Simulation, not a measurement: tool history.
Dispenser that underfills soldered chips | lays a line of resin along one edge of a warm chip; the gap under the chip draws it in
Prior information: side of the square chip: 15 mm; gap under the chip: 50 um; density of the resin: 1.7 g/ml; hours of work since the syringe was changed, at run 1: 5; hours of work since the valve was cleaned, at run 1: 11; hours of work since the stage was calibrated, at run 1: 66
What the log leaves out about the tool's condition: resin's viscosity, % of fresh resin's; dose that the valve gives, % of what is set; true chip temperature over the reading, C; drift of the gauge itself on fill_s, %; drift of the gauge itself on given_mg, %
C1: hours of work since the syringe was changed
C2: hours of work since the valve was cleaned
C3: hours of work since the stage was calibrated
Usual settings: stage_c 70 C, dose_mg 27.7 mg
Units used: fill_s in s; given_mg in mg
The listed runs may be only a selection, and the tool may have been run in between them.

Run 1, hour 0.0: usual settings; C1 5; C2 11; C3 66. Result: fill_s 389.4 s, given_mg 27.59 mg.
At hour 0.7: new syringe of resin.
Run 2, hour 3.9: usual settings; C1 2; C2 14; C3 69. Result: fill_s 322.1 s, given_mg 27.49 mg.
At hour 8.6: new syringe of resin.
Run 3, hour 9.9: usual settings; C1 1; C2 17; C3 73. Result: fill_s 299.0 s, given_mg 27.57 mg.
Run 4, hour 13.3: usual settings; C1 3; C2 20; C3 75. Result: fill_s 351.7 s, given_mg 27.46 mg.
At hour 16.5: new syringe of resin.
Run 5, hour 17.7: usual settings; C1 1; C2 22; C3 78. Result: fill_s 291.9 s, given_mg 27.42 mg.
Run 6, hour 20.6: usual settings; C1 3; C2 24; C3 80. Result: fill_s 331.8 s, given_mg 27.44 mg.
At hour 24.8: new syringe of resin.
Run 7, hour 26.8: usual settings; C1 1; C2 28; C3 84. Result: fill_s 302.8 s, given_mg 27.42 mg.
Run 8, hour 30.1: usual settings; C1 4; C2 31; C3 86. Result: fill_s 349.0 s, given_mg 27.33 mg.
At hour 32.8: new syringe of resin.
Run 9, hour 35.1: usual settings; C1 2; C2 34; C3 89. Result: fill_s 309.9 s, given_mg 27.37 mg.
Run 10, hour 39.4: usual settings; C1 4; C2 37; C3 92. Result: fill_s 372.8 s, given_mg 27.31 mg.
At hour 40.9: new syringe of resin.
Run 11, hour 42.9: usual settings; C1 1; C2 39; C3 94. Result: fill_s 315.9 s, given_mg 27.21 mg.
Run 12, hour 48.3: usual settings; C1 5; C2 42; C3 98. Result: fill_s 397.7 s, given_mg 27.20 mg.
At hour 49.1: new syringe of resin.
At hour 50.1: dispensing valve cleaned and set on the balance.
Run 13, hour 54.9: usual settings; C1 3; C2 3; C3 101. Result: fill_s 348.1 s, given_mg 27.62 mg.
At hour 58.0: new syringe of resin.
Run 14, hour 61.6: usual settings; C1 2; C2 8; C3 106. Result: fill_s 329.6 s, given_mg 27.63 mg.
Run 15, hour 64.8: usual settings; C1 5; C2 10; C3 108. Result: fill_s 385.4 s, given_mg 27.59 mg.
At hour 66.0: new syringe of resin.
Run 16, hour 68.8: usual settings; C1 2; C2 12; C3 110. Result: fill_s 321.5 s, given_mg 27.54 mg.
Run 17, hour 72.8: usual settings; C1 5; C2 15; C3 113. Result: fill_s 384.6 s, given_mg 27.48 mg.
At hour 74.1: new syringe of resin.
Run 18, hour 76.0: usual settings; C1 1; C2 17; C3 115. Result: fill_s 303.2 s, given_mg 27.48 mg.
At hour 82.1: new syringe of resin.
Run 19, hour 82.2: usual settings but stage_c 60 C, dose_mg 28.0 mg; C1 0; C2 21; C3 119. Result: fill_s 499.6 s, given_mg 27.78 mg.
Run 20, hour 85.6: usual settings but stage_c 58 C, dose_mg 29.2 mg; C1 2; C2 23; C3 121. Result: fill_s 656.5 s, given_mg 28.97 mg.
Run 21, hour 88.4: usual settings but stage_c 58 C, dose_mg 29.2 mg; C1 4; C2 25; C3 123. Result: fill_s 735.9 s, given_mg 28.80 mg.
At hour 90.5: new syringe of resin.
Run 22, hour 91.8: usual settings but dose_mg 25.4 mg; C1 1; C2 27; C3 125. Result: fill_s 314.7 s, given_mg 25.15 mg.
Run 23, hour 97.5: usual settings but stage_c 62 C, dose_mg 26.6 mg; C1 5; C2 31; C3 129. Result: fill_s 616.0 s, given_mg 26.19 mg.
At hour 98.7: new syringe of resin.
Run 24, hour 100.7: usual settings but stage_c 84 C, dose_mg 24.6 mg; C1 1; C2 33; C3 131. Result: fill_s 155.1 s, given_mg 24.25 mg.
Run 25, hour 105.7: usual settings but stage_c 84 C, dose_mg 24.6 mg; C1 5; C2 36; C3 134. Result: fill_s 200.6 s, given_mg 24.19 mg.
At hour 106.6: new syringe of resin.
Run 26, hour 110.8: usual settings but stage_c 84 C, dose_mg 24.6 mg; C1 3; C2 39; C3 137. Result: fill_s 179.7 s, given_mg 24.13 mg.
At hour 114.5: new syringe of resin.
At hour 117.0: dispensing valve cleaned and set on the balance.
Run 27, hour 117.1: usual settings but stage_c 82 C, dose_mg 27.4 mg; C1 1; C2 0; C3 141. Result: fill_s 163.7 s, given_mg 27.42 mg.
Run 28, hour 121.2: usual settings but stage_c 82 C, dose_mg 27.4 mg; C1 4; C2 3; C3 143. Result: fill_s 199.6 s, given_mg 27.36 mg.
At hour 123.7: new syringe of resin.
Run 29, hour 125.6: usual settings but stage_c 82 C, dose_mg 27.4 mg; C1 1; C2 6; C3 146. Result: fill_s 167.3 s, given_mg 27.35 mg.
At hour 131.8: new syringe of resin.
Run 30, hour 131.8: usual settings but stage_c 72 C, dose_mg 27.2 mg; C1 0; C2 10; C3 150. Result: fill_s 256.1 s, given_mg 27.10 mg.
Run 31, hour 137.4: usual settings but stage_c 73 C, dose_mg 34.5 mg; C1 4; C2 13; C3 154. Result: fill_s 308.4 s, given_mg 34.28 mg.
At hour 140.1: new syringe of resin.
Run 32, hour 141.9: usual settings but stage_c 74 C, dose_mg 31.5 mg; C1 1; C2 16; C3 157. Result: fill_s 244.7 s, given_mg 31.29 mg.
At hour 148.0: new syringe of resin.
Run 33, hour 148.6: usual settings but stage_c 65 C, dose_mg 26.5 mg; C1 0; C2 20; C3 161. Result: fill_s 384.1 s, given_mg 26.34 mg.
Run 34, hour 152.5: usual settings but stage_c 65 C, dose_mg 26.5 mg; C1 3; C2 23; C3 164. Result: fill_s 469.5 s, given_mg 26.25 mg.
Run 35, hour 155.2: usual settings but stage_c 65 C, dose_mg 26.5 mg; C1 5; C2 25; C3 165. Result: fill_s 520.3 s, given_mg 26.24 mg.

3 ways to go on from here, each from the tool as it stands after run 35. What would each give?
At hour 156.2: new syringe of resin.
Run A, hour 158.9: usual settings but stage_c 81 C, dose_mg 30.4 mg; C1 2; C2 27; C3 168. Result: fill_s ?, given_mg ?.
At hour 156.2: new syringe of resin.
Run B, hour 158.9: usual settings but stage_c 56 C, dose_mg 36.0 mg; C1 2; C2 27; C3 168. Result: fill_s ?, given_mg ?.
At hour 156.2: new syringe of resin.
Run C, hour 158.9: usual settings but stage_c 72 C; C1 2; C2 27; C3 168. Result: fill_s ?, given_mg ?.

run  fill_s  given_mg
  A   174.1     30.09
  B   653.4     35.71
  C   285.1     27.46
Without the tool's unlogged condition, the same runs would have read:
run  fill_s  given_mg
  A   151.3     30.42
  B   563.9     36.11
  C   247.0     27.77
